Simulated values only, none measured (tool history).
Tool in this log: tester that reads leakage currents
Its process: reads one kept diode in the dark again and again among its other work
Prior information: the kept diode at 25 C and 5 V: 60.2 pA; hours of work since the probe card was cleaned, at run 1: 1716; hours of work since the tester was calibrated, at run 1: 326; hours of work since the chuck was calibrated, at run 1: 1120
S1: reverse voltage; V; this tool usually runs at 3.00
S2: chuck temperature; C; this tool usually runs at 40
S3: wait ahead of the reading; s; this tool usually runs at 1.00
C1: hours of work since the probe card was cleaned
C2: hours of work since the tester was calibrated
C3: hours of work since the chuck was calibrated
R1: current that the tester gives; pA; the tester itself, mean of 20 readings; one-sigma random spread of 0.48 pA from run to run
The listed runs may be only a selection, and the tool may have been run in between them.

{"run": 1, "day": 0.0, "S1": 3.0, "S2": 40, "S3": 1.0, "C1": 1716, "C2": 326, "C3": 1120, "R1": 145.82}
{"run": 2, "day": 9.417, "S1": 3.0, "S2": 40, "S3": 1.0, "C1": 1848, "C2": 458, "C3": 1252, "R1": 144.47}
{"run": 3, "day": 18.654, "S1": 3.0, "S2": 40, "S3": 1.0, "C1": 1977, "C2": 588, "C3": 1382, "R1": 141.62}
{"run": 4, "day": 28.196, "S1": 3.0, "S2": 27, "S3": 1.0, "C1": 2111, "C2": 721, "C3": 1515, "R1": 51.8}
{"run": 5, "day": 34.288, "S1": 3.0, "S2": 27, "S3": 1.0, "C1": 2196, "C2": 807, "C3": 1601, "R1": 51.65}
{"run": 6, "day": 38.892, "S1": 3.0, "S2": 54, "S3": 1.0, "C1": 2261, "C2": 871, "C3": 1665, "R1": 391.88}
{"run": 7, "day": 46.65, "S1": 3.0, "S2": 40, "S3": 1.0, "C1": 2369, "C2": 980, "C3": 1774, "R1": 138.02}
{"day": 54.083, "done": "chuck's temperature calibrated"}
{"run": 8, "day": 55.558, "S1": 3.0, "S2": 40, "S3": 1.0, "C1": 2493, "C2": 1103, "C3": 21, "R1": 163.33}
{"run": 9, "day": 64.217, "S1": 3.44, "S2": 29, "S3": 1.0, "C1": 2614, "C2": 1225, "C3": 142, "R1": 75.19}
{"run": 10, "day": 72.604, "S1": 3.96, "S2": 44, "S3": 5.97, "C1": 2732, "C2": 1342, "C3": 259, "R1": 248.6}
{"run": 11, "day": 77.95, "S1": 3.96, "S2": 44, "S3": 5.97, "C1": 2806, "C2": 1417, "C3": 334, "R1": 246.75}
{"run": 12, "day": 86.208, "S1": 7.38, "S2": 25, "S3": 5.97, "C1": 2922, "C2": 1533, "C3": 450, "R1": 85.37}
{"run": 13, "day": 91.562, "S1": 3.0, "S2": 40, "S3": 0.62, "C1": 2997, "C2": 1608, "C3": 525, "R1": 155.8}
{"run": 14, "day": 100.604, "S1": 3.0, "S2": 56, "S3": 2.35, "C1": 3124, "C2": 1734, "C3": 652, "R1": 490.7}
{"day": 104.679, "done": "probe card cleaned and baked"}
{"run": 15, "day": 110.062, "S1": 3.0, "S2": 51, "S3": 4.69, "C1": 75, "C2": 1865, "C3": 782, "R1": 333.29}

Each row is a separate what-if for the run after 15, all from the same tool condition, not one after another. Results?
{"run": "A", "day": 115.462, "S1": 4.89, "S2": 21, "S3": 1.56, "C1": 151, "C2": 1941, "C3": 858, "R1": "?"}
{"run": "B", "day": 115.462, "S1": 7.84, "S2": 40, "S3": 1.6, "C1": 151, "C2": 1941, "C3": 858, "R1": "?"}
{"run": "C", "day": 115.462, "S1": 3.0, "S2": 26, "S3": 4.69, "C1": 151, "C2": 1941, "C3": 858, "R1": "?"}

run=A R1=38.30
run=B R1=233.09
run=C R1=46.21
Stripped of hidden state, with their random variation kept, the same runs would have yielded:
run=A R1=42.23
run=B R1=256.63
run=C R1=51.15
